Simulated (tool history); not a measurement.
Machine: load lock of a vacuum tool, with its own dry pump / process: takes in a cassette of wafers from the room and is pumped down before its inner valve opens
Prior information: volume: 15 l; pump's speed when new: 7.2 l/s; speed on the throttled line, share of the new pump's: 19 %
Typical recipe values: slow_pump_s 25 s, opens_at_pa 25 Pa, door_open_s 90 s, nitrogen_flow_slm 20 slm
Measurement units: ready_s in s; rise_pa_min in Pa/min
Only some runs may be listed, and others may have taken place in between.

run    hour  slow_pump_s  opens_at_pa  door_open_s  nitrogen_flow_slm  incoming humidity of the room's air, %  ready_s  rise_pa_min
  1     0.0           25           25           90                 20                                    45.9     38.2        0.101
      176.2  -- dry pump taken out, an overhauled one fitted
  2   298.4           25           25           90                 20                                    45.2     38.4        0.100
  3   711.1           25           25           90                 20                                    46.5     37.7        0.099
  4  1050.3           18           25           90                 20                                    43.4     32.5        0.098
  5  1466.0           18           25           90                 20                                    42.0     32.6        0.097
  6  1643.9           18           25           90                 20                                    42.9     31.8        0.100
  7  2004.8           25           25           90                 20                                    44.4     37.7        0.100
  8  2350.1           25           25           90                 17                                    48.4     38.0        0.114
  9  2670.2           25           25           90                 17                                    44.0     36.9        0.099
 10  3061.8           25           25          182                 20                                    44.5     37.6        0.139
 11  3279.1           25           25          182                 20                                    42.7     37.5        0.139
 12  3610.1           25           25           90                 20                                    39.0     38.1        0.089
 13  3876.5           25           25           90                 20                                    45.8     38.6        0.103
 14  4167.6           25           25           90                 20                                    44.1     37.6        0.097
 15  4422.2           25           25           90                 20                                    47.5     37.2        0.107
 16  4662.8           26           19          123                 10                                    47.2     39.5        0.142
 17  4855.7           25           30          110                  8                                    45.3     37.3        0.134
 18  5040.9           22           31          102                  8                                    45.6     34.9        0.135
 19  5315.2           21           27           92                 16                                    45.0     34.2        0.105
 20  5562.9           39           25           90                 25                                    45.8     49.5        0.100
 21  5830.9           39           25           90                 12                                    42.4     49.6        0.110
 22  6021.7           13           25           90                 20                                    45.1     28.5        0.100
 23  6403.1           29           25           90                 20                                    40.3     41.6        0.092
 24  6758.1           29           25           90                 20                                    44.5     40.7        0.100
 25  6943.1           22           25           90                 30                                    44.1     35.9        0.086
 26  7273.8           25           37           90                 20                                    43.3     36.6        0.091
 27  7634.7           25           35           90                  4                                    46.7     37.5        0.137
 28  8008.9           25           35           90                  4                                    43.6     37.4        0.124
 29  8197.2           25           41           90                 20                                    42.3     37.1        0.093

Here are 4 independent what-if runs from the current tool condition. What would each one return?
  A  8450.1           29           41           26                 42                                    44.5        ?            ?
  B  8450.1           25           35          236                  4                                    42.1        ?            ?
  C  8450.1           25           41          212                 20                                    46.8        ?            ?
  D  8450.1           23           41           90                  8                                    44.9        ?            ?

run  ready_s  rise_pa_min
  A     40.0        0.047
  B     37.2        0.201
  C     36.5        0.155
  D     34.9        0.125
Without the tool's hidden state the same runs would have given:
run  ready_s  rise_pa_min
  A     40.0        0.045
  B     37.2        0.200
  C     36.5        0.154
  D     34.9        0.124
